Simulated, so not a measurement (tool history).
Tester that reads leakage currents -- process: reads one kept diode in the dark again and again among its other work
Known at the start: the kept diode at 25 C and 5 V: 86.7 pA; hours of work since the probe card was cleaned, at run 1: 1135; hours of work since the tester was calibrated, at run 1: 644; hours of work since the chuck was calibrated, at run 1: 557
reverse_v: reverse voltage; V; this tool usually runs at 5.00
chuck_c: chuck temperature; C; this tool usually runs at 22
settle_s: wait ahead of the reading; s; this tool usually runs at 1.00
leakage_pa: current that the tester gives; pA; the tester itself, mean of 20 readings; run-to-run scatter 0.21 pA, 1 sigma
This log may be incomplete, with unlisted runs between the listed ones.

run,hour,reverse_v,chuck_c,settle_s,hours of work since the probe card was cleaned,hours of work since the tester was calibrated,hours of work since the chuck was calibrated,leakage_pa
1,0.0,5.00,22,1.00,1135,644,557,72.29
2,36.5,5.00,22,0.46,1155,664,577,74.98
3,64.7,5.00,22,0.46,1171,680,593,75.47
4,110.3,5.00,22,0.46,1196,705,618,75.22
5,165.8,5.00,22,1.00,1227,736,649,72.95
6,221.1,5.00,22,1.00,1257,766,679,72.34
7,260.1,5.00,36,1.00,1279,788,701,225.94
8,312.8,5.00,32,1.00,1308,817,730,166.24
9,363.2,5.00,32,1.00,1336,845,758,166.18
10,401.3,4.41,32,1.00,1357,866,779,158.62
11,447.3,4.41,32,1.00,1383,891,805,159.09
12,502.1,4.41,32,1.00,1413,922,835,159.44
13,538.5,4.41,32,1.00,1433,942,855,159.82
14,590.9,5.00,22,1.00,1462,971,884,73.94
15,645.4,5.00,22,1.00,1492,1001,914,73.74
16,683.2,5.00,22,1.00,1513,1022,935,73.73
17,716.6,5.00,22,1.00,1532,1041,954,74.08
18,755.4,5.00,22,1.00,1553,1062,975,74.00
19,806.0,5.00,22,1.00,1581,1090,1003,73.99
20,840.8,5.00,22,1.00,1601,1109,1023,74.35
21,886.9,1.11,54,8.93,1626,1135,1048,549.43
22,928.5,2.15,38,1.54,1649,1158,1071,202.44
23,957.0,2.15,38,1.54,1665,1174,1087,202.89
24,992.6,10.56,38,1.54,1685,1194,1107,345.84
25,1019.4,10.56,38,1.54,1700,1208,1121,346.40
26,1073.7,3.78,24,1.54,1730,1238,1151,79.51
27,1128.7,3.78,24,1.54,1760,1269,1182,79.26
28,1173.5,2.99,43,1.13,1785,1294,1207,337.42
29,1212.9,2.49,43,0.85,1807,1316,1229,316.60
30,1241.6,13.83,43,4.44,1823,1332,1245,554.07
31,1276.4,1.84,22,1.00,1842,1351,1264,52.90
32,1311.0,4.68,46,3.01,1861,1370,1283,486.69
33,1334.7,4.68,46,3.01,1874,1383,1296,488.32
34,1368.8,4.68,46,3.01,1893,1402,1315,488.23
35,1411.7,5.35,37,3.01,1917,1426,1339,255.39
36,1450.3,1.41,30,1.59,1938,1447,1360,93.87
37,1488.9,1.74,43,4.22,1960,1468,1382,283.20
38,1528.2,1.74,22,4.22,1981,1490,1403,51.24
39,1564.1,2.13,31,2.90,2001,1510,1423,117.59

Results for each run, recomputed without the tool's hidden state and with each run's random variation untouched:
The hidden state here: stray current of the dirty probe card, pA a volt; current scale over the true one, %; true chuck temperature over the reading, C; drift of the gauge itself on leakage_pa, %.
run,leakage_pa
1,68.63
2,71.22
3,71.62
4,71.30
5,68.92
6,68.23
7,217.96
8,159.49
9,159.24
10,152.05
11,152.36
12,152.51
13,152.77
14,68.96
15,68.67
16,68.58
17,68.84
18,68.68
19,68.57
20,68.83
21,531.28
22,194.07
23,194.40
24,327.11
25,327.44
26,74.02
27,73.68
28,322.73
29,302.84
30,523.62
31,49.39
32,464.47
33,465.84
34,465.50
35,240.91
36,88.70
37,269.95
38,47.57
39,110.64
